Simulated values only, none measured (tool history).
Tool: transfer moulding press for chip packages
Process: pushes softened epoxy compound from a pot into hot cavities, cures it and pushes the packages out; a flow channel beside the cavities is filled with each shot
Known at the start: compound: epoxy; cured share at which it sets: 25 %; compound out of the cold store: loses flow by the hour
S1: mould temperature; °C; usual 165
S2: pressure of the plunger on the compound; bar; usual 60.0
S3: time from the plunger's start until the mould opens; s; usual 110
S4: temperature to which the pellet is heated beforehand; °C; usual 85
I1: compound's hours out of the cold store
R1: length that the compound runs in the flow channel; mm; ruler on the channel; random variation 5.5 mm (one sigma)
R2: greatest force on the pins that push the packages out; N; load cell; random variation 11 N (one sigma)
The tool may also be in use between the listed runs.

{"run": 1, "hour": 0.0, "S1": 165, "S2": 60.0, "S3": 110, "S4": 85, "I1": 20.3, "R1": 566, "R2": 513}
{"run": 2, "hour": 33.0, "S1": 165, "S2": 45.8, "S3": 110, "S4": 85, "I1": 45.1, "R1": 467, "R2": 575}
{"run": 3, "hour": 55.0, "S1": 165, "S2": 60.0, "S3": 104, "S4": 85, "I1": 44.9, "R1": 525, "R2": 680}
{"hour": 75.5, "done": "cavities cleaned with cleaning compound and waxed"}
{"run": 4, "hour": 86.9, "S1": 165, "S2": 60.0, "S3": 104, "S4": 85, "I1": 34.2, "R1": 544, "R2": 590}
{"run": 5, "hour": 102.5, "S1": 165, "S2": 60.0, "S3": 104, "S4": 85, "I1": 16.4, "R1": 567, "R2": 637}
{"run": 6, "hour": 136.1, "S1": 165, "S2": 60.0, "S3": 104, "S4": 85, "I1": 17.3, "R1": 571, "R2": 713}
{"hour": 150.8, "done": "cavities cleaned with cleaning compound and waxed"}
{"run": 7, "hour": 160.7, "S1": 165, "S2": 60.0, "S3": 104, "S4": 85, "I1": 12.2, "R1": 559, "R2": 587}
{"run": 8, "hour": 183.4, "S1": 165, "S2": 47.0, "S3": 110, "S4": 85, "I1": 47.0, "R1": 461, "R2": 538}
{"run": 9, "hour": 197.1, "S1": 165, "S2": 47.0, "S3": 110, "S4": 85, "I1": 41.9, "R1": 462, "R2": 599}
{"run": 10, "hour": 210.9, "S1": 165, "S2": 47.0, "S3": 110, "S4": 85, "I1": 35.7, "R1": 474, "R2": 610}
{"hour": 226.2, "done": "cavities cleaned with cleaning compound and waxed"}
{"run": 11, "hour": 246.5, "S1": 165, "S2": 47.0, "S3": 110, "S4": 85, "I1": 21.1, "R1": 479, "R2": 554}
{"run": 12, "hour": 275.1, "S1": 165, "S2": 47.0, "S3": 119, "S4": 85, "I1": 28.9, "R1": 471, "R2": 521}
{"run": 13, "hour": 294.4, "S1": 165, "S2": 47.0, "S3": 119, "S4": 75, "I1": 10.7, "R1": 501, "R2": 551}
{"hour": 302.4, "done": "cavities cleaned with cleaning compound and waxed"}
{"run": 14, "hour": 321.1, "S1": 171, "S2": 60.0, "S3": 110, "S4": 85, "I1": 13.1, "R1": 542, "R2": 428}
{"run": 15, "hour": 339.7, "S1": 165, "S2": 64.0, "S3": 110, "S4": 85, "I1": 33.3, "R1": 542, "R2": 559}
{"run": 16, "hour": 356.5, "S1": 159, "S2": 54.5, "S3": 120, "S4": 85, "I1": 47.9, "R1": 481, "R2": 727}
{"hour": 378.8, "done": "cavities cleaned with cleaning compound and waxed"}
{"run": 17, "hour": 383.6, "S1": 163, "S2": 53.3, "S3": 134, "S4": 87, "I1": 41.9, "R1": 477, "R2": 419}
{"hour": 398.2, "done": "mould's thermocouples calibrated"}
{"run": 18, "hour": 414.6, "S1": 163, "S2": 53.3, "S3": 134, "S4": 87, "I1": 44.3, "R1": 478, "R2": 453}
{"hour": 420.5, "done": "plunger's sealing rings changed"}
{"run": 19, "hour": 450.3, "S1": 163, "S2": 53.3, "S3": 134, "S4": 87, "I1": 46.6, "R1": 515, "R2": 499}
{"hour": 458.2, "done": "cavities cleaned with cleaning compound and waxed"}
{"run": 20, "hour": 482.6, "S1": 163, "S2": 53.3, "S3": 134, "S4": 87, "I1": 26.3, "R1": 540, "R2": 487}
{"run": 21, "hour": 507.9, "S1": 163, "S2": 53.3, "S3": 134, "S4": 87, "I1": 8.4, "R1": 567, "R2": 494}
{"hour": 532.7, "done": "cavities cleaned with cleaning compound and waxed"}
{"run": 22, "hour": 538.9, "S1": 163, "S2": 53.3, "S3": 134, "S4": 87, "I1": 17.4, "R1": 563, "R2": 427}
{"run": 23, "hour": 565.8, "S1": 161, "S2": 72.0, "S3": 122, "S4": 85, "I1": 45.1, "R1": 605, "R2": 602}
{"run": 24, "hour": 589.2, "S1": 170, "S2": 69.2, "S3": 110, "S4": 90, "I1": 31.5, "R1": 587, "R2": 481}
{"hour": 609.6, "done": "cavities cleaned with cleaning compound and waxed"}
{"run": 25, "hour": 618.0, "S1": 170, "S2": 69.2, "S3": 110, "S4": 90, "I1": 16.4, "R1": 611, "R2": 404}
{"run": 26, "hour": 645.3, "S1": 165, "S2": 60.0, "S3": 103, "S4": 85, "I1": 26.4, "R1": 562, "R2": 685}
{"run": 27, "hour": 670.9, "S1": 159, "S2": 73.0, "S3": 111, "S4": 89, "I1": 22.5, "R1": 640, "R2": 944}

4 ways to go on from here, each from the tool as it stands after run 27. What would each give?
{"hour": 684.7, "done": "cavities cleaned with cleaning compound and waxed"}
{"run": "A", "hour": 701.8, "S1": 165, "S2": 60.0, "S3": 103, "S4": 85, "I1": 45.3, "R1": "?", "R2": "?"}
{"hour": 684.7, "done": "cavities cleaned with cleaning compound and waxed"}
{"run": "B", "hour": 701.8, "S1": 165, "S2": 47.2, "S3": 145, "S4": 94, "I1": 30.8, "R1": "?", "R2": "?"}
{"hour": 684.7, "done": "cavities cleaned with cleaning compound and waxed"}
{"run": "C", "hour": 701.8, "S1": 159, "S2": 52.4, "S3": 111, "S4": 89, "I1": 34.3, "R1": "?", "R2": "?"}
{"hour": 684.7, "done": "cavities cleaned with cleaning compound and waxed"}
{"run": "D", "hour": 701.8, "S1": 159, "S2": 73.0, "S3": 111, "S4": 92, "I1": 41.1, "R1": "?", "R2": "?"}

run=A R1=526 R2=636
run=B R1=479 R2=393
run=C R1=508 R2=826
run=D R1=611 R2=810
Without the tool's hidden state the same runs would have given:
run=A R1=553 R2=598
run=B R1=503 R2=363
run=C R1=534 R2=777
run=D R1=643 R2=762
